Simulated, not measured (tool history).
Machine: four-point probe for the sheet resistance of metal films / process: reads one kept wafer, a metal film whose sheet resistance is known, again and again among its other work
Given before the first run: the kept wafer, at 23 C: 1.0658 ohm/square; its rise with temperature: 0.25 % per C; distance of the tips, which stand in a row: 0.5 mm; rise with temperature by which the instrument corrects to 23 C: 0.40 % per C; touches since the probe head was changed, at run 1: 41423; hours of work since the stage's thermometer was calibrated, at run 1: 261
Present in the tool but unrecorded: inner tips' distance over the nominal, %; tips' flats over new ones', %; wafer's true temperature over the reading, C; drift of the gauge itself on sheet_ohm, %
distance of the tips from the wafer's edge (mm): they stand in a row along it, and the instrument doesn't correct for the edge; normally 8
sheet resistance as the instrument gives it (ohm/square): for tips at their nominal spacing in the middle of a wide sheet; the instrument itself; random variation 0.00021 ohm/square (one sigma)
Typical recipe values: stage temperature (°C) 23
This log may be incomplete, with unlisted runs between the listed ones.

run	hour	stage temperature (°C)	distance of the tips from the wafer's edge (mm)	touches since the probe head was changed	hours of work since the stage's thermometer was calibrated	sheet resistance as the instrument gives it (ohm/square)
1	0	23	8	41423	261	1.070026
2	23.7	23	8	42130	279	1.070424
3	45	23	8	42765	296	1.070148
4	89.9	32	8	44101	331	1.057145
5	128.1	32	8	45239	361	1.056562
6	161.7	23	8	46241	387	1.070623
7	208.8	23	8	47643	424	1.070238
8	240.9	23	64	48600	449	1.068273
9	268.6	23	8	49423	471	1.070487
10	299	23	8	50331	495	1.070646
11	323.7	23	8	51066	514	1.070331
12	363.9	23	8	52263	546	1.070513
13	401.1	23	8	53371	575	1.070527
14	425.6	23	8	54100	594	1.070516
15	453.4	23	8	54929	616	1.070954
16	477	20	4	55633	634	1.081918
17	510	24	74	56615	660	1.066953
# hour 513.9: stage's thermometer calibrated
18	557.6	27	28	58018	34	1.06215
19	578.2	31	22	58633	50	1.056004
20	601.6	31	22	59328	69	1.056098
21	631.8	23	10	60229	92	1.069088
22	679.7	18	20	61656	130	1.076248
23	703	18	20	62348	148	1.076529
24	738.2	18	20	63399	176	1.07642
# hour 774.5: stage's thermometer calibrated, once more
25	781.1	28	12	64661	5	1.062621
26	829	28	12	66089	43	1.062863
27	859.7	28	46	67001	67	1.062091
28	893.8	27	8	68018	93	1.065553

5 ways to go on from here, each from the tool as it stands after run 28. What would each give?
A	924.9	20	11	68946	118	?
B	924.9	21	74	68946	118	?
C	924.9	25	64	68946	118	?
D	924.9	27	12	68946	118	?
E	924.9	32	65	68946	118	?

run	sheet resistance as the instrument gives it (ohm/square)
A	1.075426
B	1.072601
C	1.066642
D	1.064279
E	1.055773
With the hidden condition removed and each run's random variation left untouched, the same runs would have given:
run	sheet resistance as the instrument gives it (ohm/square)
A	1.071705
B	1.068889
C	1.062949
D	1.060594
E	1.052116
